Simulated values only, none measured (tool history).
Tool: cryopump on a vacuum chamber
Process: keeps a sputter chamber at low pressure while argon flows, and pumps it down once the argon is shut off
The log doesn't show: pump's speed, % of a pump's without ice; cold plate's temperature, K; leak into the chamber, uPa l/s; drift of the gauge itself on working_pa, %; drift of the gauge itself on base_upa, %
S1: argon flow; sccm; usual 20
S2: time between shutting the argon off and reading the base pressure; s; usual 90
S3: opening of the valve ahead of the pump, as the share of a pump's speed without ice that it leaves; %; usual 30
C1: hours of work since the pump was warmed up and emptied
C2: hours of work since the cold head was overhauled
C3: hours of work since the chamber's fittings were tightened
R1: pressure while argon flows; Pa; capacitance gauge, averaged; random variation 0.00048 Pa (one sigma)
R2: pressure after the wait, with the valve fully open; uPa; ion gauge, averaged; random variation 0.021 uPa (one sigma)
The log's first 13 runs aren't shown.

run	day	S1	S2	S3	C1	C2	C3	R1	R2
14	7.829	20	90	30	507	507	525	0.0671	0.80
15	8.329	20	90	30	514	514	532	0.0660	0.79
16	8.754	26	90	30	519	519	537	0.0850	0.84
17	9.367	20	90	30	527	527	545	0.0663	0.78
18	9.825	20	46	16	533	533	551	0.1203	1.11
19	10.562	16	28	38	543	543	561	0.0421	1.54
20	10.950	18	90	30	548	548	566	0.0595	0.85
21	11.712	18	90	30	558	558	576	0.0598	0.80
22	12.279	34	90	44	565	565	583	0.0800	0.82
23	12.917	10	37	21	574	574	592	0.0473	1.34
24	13.317	9	27	21	579	579	597	0.0415	1.64
25	13.812	23	102	21	586	586	603	0.1080	0.80
26	14.650	20	297	17	596	596	614	0.1141	0.63
27	15.204	23	90	17	604	604	622	0.1318	0.88
28	15.838	18	24	55	612	612	630	0.0358	1.79
29	16.704	10	35	30	623	623	641	0.0339	1.43
30	17.562	38	31	20	635	635	653	0.1876	1.55
31	18.442	13	30	18	646	646	664	0.0709	1.59
32	19.321	13	30	18	658	658	676	0.0712	1.57
33	19.783	13	30	18	664	664	682	0.0708	1.62
34	20.338	11	90	20	671	671	689	0.0544	0.96

Forecast each of these 4 alternatives for the next run:
A	20.900	10	130	36	678	678	696	?	?
B	20.900	11	90	46	678	678	696	?	?
C	20.900	11	90	21	678	678	696	?	?
D	20.900	20	53	25	678	678	696	?	?

run	R1	R2
A	0.0290	0.84
B	0.0258	0.95
C	0.0522	0.95
D	0.0804	1.21
Without the tool's hidden state the same runs would have given:
run	R1	R2
A	0.0256	0.40
B	0.0220	0.51
C	0.0484	0.50
D	0.0736	0.78
